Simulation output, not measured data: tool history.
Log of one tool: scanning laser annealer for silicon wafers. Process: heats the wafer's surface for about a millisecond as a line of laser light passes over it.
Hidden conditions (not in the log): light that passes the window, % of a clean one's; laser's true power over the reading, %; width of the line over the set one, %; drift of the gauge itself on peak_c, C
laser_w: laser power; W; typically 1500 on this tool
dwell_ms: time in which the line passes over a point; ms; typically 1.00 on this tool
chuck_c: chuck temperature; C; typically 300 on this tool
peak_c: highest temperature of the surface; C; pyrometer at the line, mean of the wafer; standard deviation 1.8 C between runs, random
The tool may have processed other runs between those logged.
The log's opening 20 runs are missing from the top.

run,hour,laser_w,dwell_ms,chuck_c,hours of work since the window was cleaned,hours of work since the power meter was calibrated,hours of work since the optics were aligned,peak_c
21,220.1,1378,0.71,295,503,471,694,870
22,232.5,1292,1.08,300,512,479,702,955
23,243.1,1292,1.08,300,519,486,709,952
24,256.0,1275,0.89,314,527,495,718,904
# hour 259.9: laser's power meter calibrated
25,274.2,1440,0.94,302,538,10,728,992
26,285.4,1440,0.94,302,545,17,736,988
27,299.3,1500,1.04,312,554,26,745,1063
28,307.6,1500,1.04,312,560,32,751,1063
29,321.2,1622,1.00,308,569,41,760,1104
30,328.1,1551,0.90,261,574,46,764,989
31,338.7,1500,1.25,336,581,53,771,1155
# hour 344.1: laser's power meter calibrated, once more
32,357.6,1581,0.92,310,592,9,782,1052
33,372.0,1581,0.92,310,601,19,792,1050
34,381.3,1362,1.00,300,607,25,798,962
35,392.9,1362,1.00,300,615,33,806,958
36,400.7,1325,1.25,312,620,38,811,1021
37,412.5,1325,1.25,334,628,46,819,1044

Forecast each of these 4 alternatives for the next run:
A,420.1,1473,0.85,329,633,51,824,?
B,420.1,1529,0.87,284,633,51,824,?
C,420.1,1325,1.01,314,633,51,824,?
D,420.1,1489,1.25,334,633,51,824,?

run,peak_c
A,992
B,978
C,955
D,1137
Stripped of hidden state, with their random variation kept, the same runs would have yielded:
run,peak_c
A,1025
B,1013
C,987
D,1176

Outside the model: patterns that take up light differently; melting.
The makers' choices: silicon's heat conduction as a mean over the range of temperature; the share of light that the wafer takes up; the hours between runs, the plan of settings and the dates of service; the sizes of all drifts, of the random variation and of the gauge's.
